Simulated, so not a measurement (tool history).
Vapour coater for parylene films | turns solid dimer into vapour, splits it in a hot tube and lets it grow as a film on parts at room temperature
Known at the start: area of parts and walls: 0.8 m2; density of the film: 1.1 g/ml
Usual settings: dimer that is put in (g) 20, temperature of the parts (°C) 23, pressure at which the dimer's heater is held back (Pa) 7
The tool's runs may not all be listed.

| run | hour | dimer that is put in (g) | temperature of the parts (°C) | pressure at which the dimer's heater is held back (Pa) | thickness of the film (µm) |
|---|---|---|---|---|---|
| 1 | 0 | 20 | 23 | 7 | 12.83 |
| 2 | 18.1 | 20 | 23 | 7 | 12.8 |
| 3 | 47.2 | 20 | 23 | 7 | 12.68 |
| 4 | 64 | 20 | 23 | 7 | 12.41 |
| 5 | 100.8 | 20 | 23 | 7 | 12.44 |
| 6 | 136 | 20 | 24 | 7 | 11.57 |
|  | 168.2 | trap's valve overhauled |
| 7 | 172.8 | 20 | 24 | 7 | 12.54 |
| 8 | 209.7 | 20 | 23 | 6.88 | 13.01 |
| 9 | 240.1 | 20 | 23 | 6.88 | 12.99 |
| 10 | 278.2 | 20 | 23 | 6.88 | 12.85 |
| 11 | 314.5 | 20 | 23 | 6.88 | 12.76 |
| 12 | 356.3 | 20 | 23 | 7 | 12.48 |
| 13 | 390 | 20 | 23 | 7 | 12.33 |
| 14 | 422.9 | 20 | 23 | 7 | 12.27 |
| 15 | 461.5 | 20 | 23 | 7 | 11.97 |
|  | 479.3 | trap's valve overhauled |
| 16 | 490.9 | 20 | 23 | 7 | 13.02 |
| 17 | 520.7 | 20 | 23 | 7 | 12.98 |
| 18 | 559 | 20 | 23 | 7 | 12.65 |
| 19 | 581.2 | 20 | 23 | 7 | 12.84 |
| 20 | 605.4 | 20 | 23 | 7 | 12.62 |
| 21 | 638.6 | 17 | 24 | 5.91 | 10.36 |
| 22 | 664.4 | 12 | 21 | 7 | 8.12 |
| 23 | 694.4 | 9 | 21 | 6.1 | 6.08 |
| 24 | 717 | 9 | 21 | 6.1 | 6.13 |
| 25 | 755.9 | 9 | 21 | 6.1 | 6 |
|  | 789 | trap's valve overhauled |
| 26 | 789 | 9 | 21 | 6.1 | 6.52 |
| 27 | 806.1 | 20 | 29 | 7.27 | 9.87 |
| 28 | 844.5 | 16 | 29 | 9.59 | 7.56 |
| 29 | 865.1 | 10 | 20 | 9.59 | 6.91 |
| 30 | 901.6 | 26 | 23 | 7 | 16.3 |
| 31 | 937 | 27 | 21 | 10.3 | 17.43 |
| 32 | 974.1 | 19 | 29 | 10.3 | 8.44 |
| 33 | 1003.6 | 19 | 29 | 10.3 | 8.56 |
| 34 | 1040.1 | 10 | 23 | 10.7 | 5.69 |
| 35 | 1059.5 | 10 | 23 | 10.7 | 5.64 |
| 36 | 1089.3 | 10 | 23 | 10.7 | 5.55 |
|  | 1099.8 | trap's valve overhauled |
| 37 | 1113.6 | 10 | 23 | 10.7 | 5.96 |
| 38 | 1150.7 | 34 | 23 | 7 | 21.86 |
| 39 | 1175 | 34 | 17 | 3.45 | 30.77 |
| 40 | 1192.2 | 33 | 23 | 6.65 | 20.92 |

Forecast each of these 4 alternatives for the next run:
| A | 1231.4 | 12 | 32 | 8.86 | ? |
| B | 1231.4 | 13 | 23 | 3.66 | ? |
| C | 1231.4 | 21 | 23 | 10.11 | ? |
| D | 1231.4 | 33 | 23 | 11.94 | ? |

| run | thickness of the film (µm) |
|---|---|
| A | 4.8 |
| B | 8.97 |
| C | 12.29 |
| D | 18.95 |
Without the tool's hidden state the same runs would have given:
| run | thickness of the film (µm) |
|---|---|
| A | 5.21 |
| B | 9.72 |
| C | 13.33 |
| D | 20.54 |

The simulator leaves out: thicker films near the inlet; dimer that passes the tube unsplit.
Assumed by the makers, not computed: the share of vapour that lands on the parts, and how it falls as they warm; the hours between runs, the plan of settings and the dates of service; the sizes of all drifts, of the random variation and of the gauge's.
